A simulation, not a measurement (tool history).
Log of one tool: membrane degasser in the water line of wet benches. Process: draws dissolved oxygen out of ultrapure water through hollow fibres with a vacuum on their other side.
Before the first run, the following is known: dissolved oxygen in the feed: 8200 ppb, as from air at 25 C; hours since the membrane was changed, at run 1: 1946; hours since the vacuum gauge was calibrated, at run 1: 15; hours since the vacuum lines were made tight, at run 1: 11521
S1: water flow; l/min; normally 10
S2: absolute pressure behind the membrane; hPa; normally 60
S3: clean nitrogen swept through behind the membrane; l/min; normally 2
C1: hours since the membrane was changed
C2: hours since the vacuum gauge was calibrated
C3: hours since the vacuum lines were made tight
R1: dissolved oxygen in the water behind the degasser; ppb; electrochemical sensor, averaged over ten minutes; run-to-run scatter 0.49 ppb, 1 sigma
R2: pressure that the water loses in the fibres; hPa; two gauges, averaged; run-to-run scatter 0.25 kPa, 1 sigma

run	hour	S1	S2	S3	C1	C2	C3	R1	R2
1	0	10	60	2	1946	15	11521	40.6	657.4
2	37.6	10	60	2	1984	53	11559	41.9	657.1
3	113.3	10	60	2.65	2059	128	11634	32.9	652.2
4	194.2	10	60	2.65	2140	209	11715	33.1	658.7
5	240.5	10	60	2.65	2187	256	11761	33.6	653.1
6	320.1	10	60	2.65	2266	335	11841	33.2	652.5
7	407.8	10	60	2	2354	423	11929	41.1	656.5
8	484.5	16	60	2	2431	500	12005	119.1	1051.8
9	564.4	16	60	2.15	2511	579	12085	116.2	1050.3
10	635	12	60	2	2581	650	12156	58.8	790
11	672.3	12	60	2	2619	687	12193	59.4	790.9
12	725.1	12	60	2	2671	740	12246	59.4	790.2
13	809.4	10	60	3.3	2756	824	12330	28.4	655.3
14	890.7	10	60	3.3	2837	906	12412	28.9	658.5
15	956	10	60	3.3	2902	971	12477	28.6	655.9
16	1030.5	8	54.9	2	2977	1046	12551	25.4	529.9
17	1087.1	8	54.9	2	3033	1102	12608	25.9	525.4
18	1172.7	12	109.6	2	3119	1188	12694	135.2	789.8
19	1247	11	60	1.4	3193	1262	12768	65.6	722.9
20	1298.9	11	60	1.4	3245	1314	12820	66.1	721.7
21	1339	11	60	1.4	3285	1354	12860	65.7	726.3
22	1377.2	6	116.1	1.09	3323	1392	12898	129.9	394.4
23	1451	8	60	2.99	3397	1466	12972	21.8	525.1
24	1491.7	8	60	2.99	3438	1507	13013	21.8	526.1
25	1556.1	6	48	2.99	3502	1571	13077	9.7	393.9
# hour 1603.6: seals of the vacuum lines changed
26	1638.5	6	48	2.99	3583	1652	35	8.2	398.3
27	1684	6	131.8	2.59	3628	1697	80	58.4	395.6
28	1760.7	10	58.2	5.44	3705	1774	157	18.1	661.4
29	1836.1	10	58.1	1.38	3780	1849	233	52.1	657

Consider 3 possible next runs. They are alternatives, not a sequence: every one starts from the tool as it was left by run 29. What does each give?
A	1920.7	10	58.1	1.07	3865	1934	317	?	?
B	1920.7	15	65.2	2.81	3865	1934	317	?	?
C	1920.7	15	45.4	4.37	3865	1934	317	?	?

run	R1	R2
A	63.4	661.1
B	94.2	989.5
C	63.5	983.9
Take away the tool's hidden state, keep each run's random variation, and the runs would have read:
run	R1	R2
A	62.6	653.6
B	91.1	978.3
C	60.5	972.7
